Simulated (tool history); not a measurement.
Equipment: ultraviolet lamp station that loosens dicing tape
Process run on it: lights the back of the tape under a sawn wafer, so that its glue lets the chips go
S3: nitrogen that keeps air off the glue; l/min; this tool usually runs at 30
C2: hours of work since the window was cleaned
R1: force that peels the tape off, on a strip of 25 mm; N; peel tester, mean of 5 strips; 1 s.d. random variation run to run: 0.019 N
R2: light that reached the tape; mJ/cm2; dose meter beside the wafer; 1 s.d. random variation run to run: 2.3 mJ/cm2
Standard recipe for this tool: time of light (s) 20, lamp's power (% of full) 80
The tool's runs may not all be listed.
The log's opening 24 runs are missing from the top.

Run 25, hour 297.3: usual settings but time of light (s) 19, lamp's power (% of full) 74, S3 18 l/min; hours of work of the lamp 282; C2 536. Result: R1 2.542 N, R2 164 mJ/cm2.
Run 26, hour 308.9: usual settings but time of light (s) 36, lamp's power (% of full) 72, S3 18 l/min; hours of work of the lamp 289; C2 543. Result: R1 0.736 N, R2 298 mJ/cm2.
Run 27, hour 325.3: usual settings but time of light (s) 25, lamp's power (% of full) 72, S3 17 l/min; hours of work of the lamp 299; C2 553. Result: R1 1.714 N, R2 206 mJ/cm2.
Run 28, hour 334.5: usual settings but time of light (s) 19, lamp's power (% of full) 72, S3 41 l/min; hours of work of the lamp 304; C2 559. Result: R1 1.507 N, R2 155 mJ/cm2.
Run 29, hour 346.9: usual settings but time of light (s) 19, lamp's power (% of full) 72, S3 41 l/min; hours of work of the lamp 312; C2 567. Result: R1 1.534 N, R2 154 mJ/cm2.
Run 30, hour 360.8: usual settings but lamp's power (% of full) 74, S3 20 l/min; hours of work of the lamp 320; C2 575. Result: R1 2.195 N, R2 166 mJ/cm2.
Run 31, hour 371.5: usual settings but time of light (s) 30, lamp's power (% of full) 65, S3 14 l/min; hours of work of the lamp 327; C2 581. Result: R1 1.794 N, R2 224 mJ/cm2.
Run 32, hour 380.6: usual settings but time of light (s) 30, lamp's power (% of full) 65, S3 31 l/min; hours of work of the lamp 332; C2 587. Result: R1 0.939 N, R2 221 mJ/cm2.
Run 33, hour 391.9: usual settings but time of light (s) 26, lamp's power (% of full) 85, S3 36 l/min; hours of work of the lamp 339; C2 594. Result: R1 0.599 N, R2 246 mJ/cm2.
Run 34, hour 400.2: usual settings but time of light (s) 26, lamp's power (% of full) 85, S3 36 l/min; hours of work of the lamp 344; C2 599. Result: R1 0.614 N, R2 247 mJ/cm2.
Run 35, hour 407.8: usual settings but time of light (s) 13, lamp's power (% of full) 85, S3 11 l/min; hours of work of the lamp 349; C2 604. Result: R1 4.492 N, R2 125 mJ/cm2.
Run 36, hour 416.4: usual settings but time of light (s) 13, lamp's power (% of full) 85, S3 11 l/min; hours of work of the lamp 354; C2 609. Result: R1 4.61 N, R2 124 mJ/cm2.

Branching from run 36: 4 alternative next runs. What would each branch give?
Run A, hour 426.4: usual settings but time of light (s) 13, lamp's power (% of full) 64, S3 19 l/min; hours of work of the lamp 360; C2 615. Result: R1 ?, R2 ?.
Run B, hour 426.4: usual settings but time of light (s) 39, lamp's power (% of full) 85, S3 53 l/min; hours of work of the lamp 360; C2 615. Result: R1 ?, R2 ?.
Run C, hour 426.4: usual settings but time of light (s) 13, lamp's power (% of full) 90; hours of work of the lamp 360; C2 615. Result: R1 ?, R2 ?.
Run D, hour 426.4: usual settings but time of light (s) 12, lamp's power (% of full) 85, S3 54 l/min; hours of work of the lamp 360; C2 615. Result: R1 ?, R2 ?.

run     R1   R2
  A  4.704   94
  B  0.198  372
  C  2.507  132
  D  2.314  114
With no hidden state in the tool, these same runs would have given:
run     R1   R2
  A  3.789  116
  B  0.163  460
  C  1.759  164
  D  1.589  141
